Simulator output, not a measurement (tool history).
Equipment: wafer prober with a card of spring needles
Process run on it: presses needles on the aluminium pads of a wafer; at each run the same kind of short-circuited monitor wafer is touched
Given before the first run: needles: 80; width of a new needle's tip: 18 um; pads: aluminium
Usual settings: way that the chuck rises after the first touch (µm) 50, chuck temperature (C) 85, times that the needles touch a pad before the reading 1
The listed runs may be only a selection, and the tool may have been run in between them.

run     day  way that the chuck rises after the first touch (µm)  chuck temperature (C)  times that the needles touch a pad before the reading  resistance of one needle with its contact and lead (mohm)  way that a needle slides on the pad (µm)
  1   0.000                                                   50                     85                                                      1                                                        266                                     12.07
      0.121  -- tips cleaned on abrasive film
      0.525  -- height of the first contact set anew
      0.612  -- tips cleaned on abrasive film
      1.175  -- tips cleaned on abrasive film
  2   1.242                                                   50                     85                                                      1                                                        226                                     12.16
      1.733  -- tips cleaned on abrasive film
  3   2.150                                                   65                     85                                                      1                                                        234                                     15.80
      2.275  -- tips cleaned on abrasive film
      2.817  -- tips cleaned on abrasive film
      3.338  -- tips cleaned on abrasive film
      3.838  -- tips cleaned on abrasive film
  4   3.838                                                   65                     85                                                      1                                                        197                                     15.68
      4.317  -- tips cleaned on abrasive film
      4.871  -- tips cleaned on abrasive film
  5   5.138                                                   35                     85                                                      1                                                        335                                      8.40
      5.462  -- tips cleaned on abrasive film
      5.950  -- tips cleaned on abrasive film
  6   6.388                                                   35                     85                                                      1                                                        351                                      8.32
      6.500  -- tips cleaned on abrasive film
      7.029  -- tips cleaned on abrasive film
      7.608  -- tips cleaned on abrasive film
  7   7.846                                                   50                     85                                                      1                                                        267                                     11.96
      8.171  -- tips cleaned on abrasive film
      8.504  -- height of the first contact set anew
      8.725  -- tips cleaned on abrasive film
  8   8.800                                                   50                     85                                                      1                                                        229                                     12.32
      9.254  -- tips cleaned on abrasive film
  9   9.679                                                   50                     85                                                      1                                                        267                                     12.22
      9.800  -- tips cleaned on abrasive film
     10.300  -- tips cleaned on abrasive film
     10.775  -- tips cleaned on abrasive film
 10  10.775                                                   50                     85                                                      1                                                        201                                     12.13
     11.300  -- tips cleaned on abrasive film
     11.825  -- tips cleaned on abrasive film
     12.400  -- tips cleaned on abrasive film
 11  12.562                                                   50                     26                                                      1                                                        246                                     12.09
     12.921  -- tips cleaned on abrasive film
     13.446  -- tips cleaned on abrasive film
 12  13.662                                                   50                     85                                                      1                                                        267                                     12.05
     14.021  -- tips cleaned on abrasive film
     14.600  -- tips cleaned on abrasive film
 13  14.738                                                   50                     85                                                      1                                                        240                                     11.97
     15.158  -- tips cleaned on abrasive film
     15.633  -- tips cleaned on abrasive film
     16.167  -- tips cleaned on abrasive film
 14  16.208                                                   50                     85                                                      1                                                        227                                     11.96
     16.433  -- height of the first contact set anew
     16.658  -- tips cleaned on abrasive film
     17.171  -- tips cleaned on abrasive film
 15  17.329                                                   56                     85                                                      1                                                        239                                     13.62
     17.688  -- tips cleaned on abrasive film
     18.192  -- tips cleaned on abrasive film
     18.708  -- tips cleaned on abrasive film
 16  19.017                                                   56                     85                                                      1                                                        250                                     13.74
     19.217  -- tips cleaned on abrasive film
     19.783  -- tips cleaned on abrasive film
 17  20.092                                                   39                     80                                                      1                                                        320                                      9.43
     20.333  -- tips cleaned on abrasive film
     20.858  -- tips cleaned on abrasive film
     21.404  -- tips cleaned on abrasive film
 18  21.854                                                   50                     85                                                      1                                                        276                                     12.05
     21.975  -- tips cleaned on abrasive film
     22.525  -- tips cleaned on abrasive film
     23.046  -- tips cleaned on abrasive film
     23.575  -- tips cleaned on abrasive film
 19  23.596                                                   50                    100                                                      1                                                        221                                     11.97
     24.108  -- tips cleaned on abrasive film
     24.446  -- height of the first contact set anew
     24.683  -- tips cleaned on abrasive film
 20  25.017                                                   50                    100                                                      1                                                        273                                     12.27
     25.258  -- tips cleaned on abrasive film
     25.838  -- tips cleaned on abrasive film
 21  26.033                                                   44                     47                                                      2                                                        240                                     10.74
     26.358  -- tips cleaned on abrasive film
     26.954  -- tips cleaned on abrasive film
 22  27.379                                                   44                     47                                                      2                                                        258                                     10.64
     27.500  -- tips cleaned on abrasive film
     28.004  -- tips cleaned on abrasive film
     28.575  -- tips cleaned on abrasive film
     29.058  -- tips cleaned on abrasive film
 23  29.058                                                   59                     36                                                      2                                                        191                                     14.29
     29.592  -- tips cleaned on abrasive film
     30.150  -- tips cleaned on abrasive film
 24  30.471                                                   32                     36                                                      2                                                        323                                      7.56
     30.692  -- tips cleaned on abrasive film
     31.217  -- tips cleaned on abrasive film
     31.767  -- tips cleaned on abrasive film
     32.242  -- tips cleaned on abrasive film
     32.371  -- height of the first contact set anew
 25  32.383                                                   32                     36                                                      2                                                        279                                      7.99
     32.829  -- tips cleaned on abrasive film
     33.375  -- tips cleaned on abrasive film
 26  33.658                                                   46                     64                                                      1                                                        290                                     11.29
     33.900  -- tips cleaned on abrasive film
     34.454  -- tips cleaned on abrasive film
 27  34.721                                                   46                     64                                                      1                                                        282                                     11.19
     34.950  -- tips cleaned on abrasive film
     35.462  -- tips cleaned on abrasive film
     36.017  -- tips cleaned on abrasive film
 28  36.412                                                   66                     64                                                      2                                                        218                                     16.08

Predict each of these 5 candidate next runs independently; none follows another, all start after run 28:
     36.533  -- tips cleaned on abrasive film
     37.129  -- tips cleaned on abrasive film
  A  37.229                                                   50                     85                                                      1                                                          ?                                         ?
     36.533  -- tips cleaned on abrasive film
     37.129  -- tips cleaned on abrasive film
  B  37.229                                                   66                     64                                                      2                                                          ?                                         ?
     36.533  -- tips cleaned on abrasive film
     37.129  -- tips cleaned on abrasive film
  C  37.229                                                   50                     61                                                      1                                                          ?                                         ?
     36.533  -- tips cleaned on abrasive film
     37.129  -- tips cleaned on abrasive film
  D  37.229                                                   66                     70                                                      2                                                          ?                                         ?
     36.533  -- tips cleaned on abrasive film
     37.129  -- tips cleaned on abrasive film
  E  37.229                                                   45                     43                                                      2                                                          ?                                         ?

run  resistance of one needle with its contact and lead (mohm)  way that a needle slides on the pad (µm)
  A                                                        244                                     12.01
  B                                                        203                                     16.02
  C                                                        244                                     11.97
  D                                                        205                                     15.99
  E                                                        227                                     10.83
With no hidden state in the tool, these same runs would have given:
run  resistance of one needle with its contact and lead (mohm)  way that a needle slides on the pad (µm)
  A                                                        197                                     12.22
  B                                                        185                                     16.23
  C                                                        194                                     12.18
  D                                                        187                                     16.20
  E                                                        189                                     11.04
